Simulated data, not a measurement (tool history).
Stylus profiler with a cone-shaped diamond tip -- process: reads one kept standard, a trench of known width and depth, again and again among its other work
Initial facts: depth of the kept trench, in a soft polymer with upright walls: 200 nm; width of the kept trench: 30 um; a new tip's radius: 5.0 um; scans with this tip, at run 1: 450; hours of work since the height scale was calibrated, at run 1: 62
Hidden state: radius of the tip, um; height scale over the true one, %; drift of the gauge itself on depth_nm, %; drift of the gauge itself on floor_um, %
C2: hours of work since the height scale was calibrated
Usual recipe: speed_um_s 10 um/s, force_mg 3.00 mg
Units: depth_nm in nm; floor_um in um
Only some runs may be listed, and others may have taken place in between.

run 1 hour=0.0 | speed_um_s=10 force_mg=3.00 | scans_with_this_tip=450 C2=62 | depth_nm=202.55 floor_um=27.15
run 2 hour=16.4 | speed_um_s=8 force_mg=3.00 | scans_with_this_tip=509 C2=70 | depth_nm=202.54 floor_um=27.07
run 3 hour=28.9 | speed_um_s=8 force_mg=3.00 | scans_with_this_tip=554 C2=76 | depth_nm=202.48 floor_um=27.18
run 4 hour=50.5 | speed_um_s=8 force_mg=3.00 | scans_with_this_tip=632 C2=87 | depth_nm=202.55 floor_um=27.13
run 5 hour=80.7 | speed_um_s=10 force_mg=3.00 | scans_with_this_tip=741 C2=102 | depth_nm=202.37 floor_um=27.07
run 6 hour=110.3 | speed_um_s=10 force_mg=3.00 | scans_with_this_tip=848 C2=116 | depth_nm=202.40 floor_um=27.15
run 7 hour=123.9 | speed_um_s=10 force_mg=8.81 | scans_with_this_tip=897 C2=123 | depth_nm=205.26 floor_um=27.18
run 8 hour=147.4 | speed_um_s=10 force_mg=8.81 | scans_with_this_tip=982 C2=135 | depth_nm=205.30 floor_um=27.13
run 9 hour=163.1 | speed_um_s=10 force_mg=1.29 | scans_with_this_tip=1038 C2=143 | depth_nm=201.15 floor_um=27.13
run 10 hour=188.4 | speed_um_s=10 force_mg=3.00 | scans_with_this_tip=1130 C2=155 | depth_nm=202.44 floor_um=27.12
run 11 hour=201.6 | speed_um_s=10 force_mg=3.00 | scans_with_this_tip=1178 C2=162 | depth_nm=202.47 floor_um=27.11
run 12 hour=218.9 | speed_um_s=10 force_mg=8.13 | scans_with_this_tip=1240 C2=170 | depth_nm=204.86 floor_um=27.07
run 13 hour=244.2 | speed_um_s=10 force_mg=8.13 | scans_with_this_tip=1331 C2=183 | depth_nm=205.17 floor_um=27.08
run 14 hour=271.2 | speed_um_s=32 force_mg=4.39 | scans_with_this_tip=1429 C2=196 | depth_nm=203.17 floor_um=27.01
run 15 hour=284.3 | speed_um_s=29 force_mg=7.10 | scans_with_this_tip=1476 C2=203 | depth_nm=204.48 floor_um=27.03
-- hour=286.6 height scale calibrated on a step standard
run 16 hour=302.3 | speed_um_s=14 force_mg=7.05 | scans_with_this_tip=1539 C2=8 | depth_nm=204.47 floor_um=27.07
run 17 hour=328.8 | speed_um_s=22 force_mg=7.05 | scans_with_this_tip=1635 C2=21 | depth_nm=204.45 floor_um=27.12
run 18 hour=350.3 | speed_um_s=11 force_mg=2.09 | scans_with_this_tip=1713 C2=32 | depth_nm=201.90 floor_um=27.03
run 19 hour=367.5 | speed_um_s=4 force_mg=3.25 | scans_with_this_tip=1775 C2=40 | depth_nm=202.30 floor_um=27.07
run 20 hour=386.9 | speed_um_s=7 force_mg=5.69 | scans_with_this_tip=1844 C2=50 | depth_nm=203.56 floor_um=27.11
run 21 hour=416.2 | speed_um_s=14 force_mg=2.90 | scans_with_this_tip=1950 C2=64 | depth_nm=202.18 floor_um=26.99
-- hour=422.8 height scale calibrated on a step standard, once more
run 22 hour=437.3 | speed_um_s=14 force_mg=2.90 | scans_with_this_tip=2025 C2=7 | depth_nm=202.69 floor_um=27.01
run 23 hour=454.0 | speed_um_s=14 force_mg=2.90 | scans_with_this_tip=2085 C2=15 | depth_nm=202.57 floor_um=27.03
run 24 hour=472.2 | speed_um_s=7 force_mg=5.78 | scans_with_this_tip=2151 C2=25 | depth_nm=204.20 floor_um=27.11
run 25 hour=497.8 | speed_um_s=9 force_mg=1.36 | scans_with_this_tip=2243 C2=37 | depth_nm=201.15 floor_um=27.05

Predict each of these 4 candidate next runs independently; none follows another, all start after run 25:
run A hour=517.9 | speed_um_s=9 force_mg=5.85 | scans_with_this_tip=2316 C2=47 | depth_nm=? floor_um=?
run B hour=517.9 | speed_um_s=4 force_mg=6.81 | scans_with_this_tip=2316 C2=47 | depth_nm=? floor_um=?
run C hour=517.9 | speed_um_s=4 force_mg=3.65 | scans_with_this_tip=2316 C2=47 | depth_nm=? floor_um=?
run D hour=517.9 | speed_um_s=35 force_mg=7.17 | scans_with_this_tip=2316 C2=47 | depth_nm=? floor_um=?

run=A depth_nm=204.07 floor_um=27.00
run=B depth_nm=204.51 floor_um=27.09
run=C depth_nm=202.70 floor_um=27.00
run=D depth_nm=204.71 floor_um=26.99
Stripped of hidden state, with their random variation kept, the same runs would have yielded:
run=A depth_nm=204.20 floor_um=27.13
run=B depth_nm=204.64 floor_um=27.21
run=C depth_nm=202.83 floor_um=27.13
run=D depth_nm=204.83 floor_um=27.11
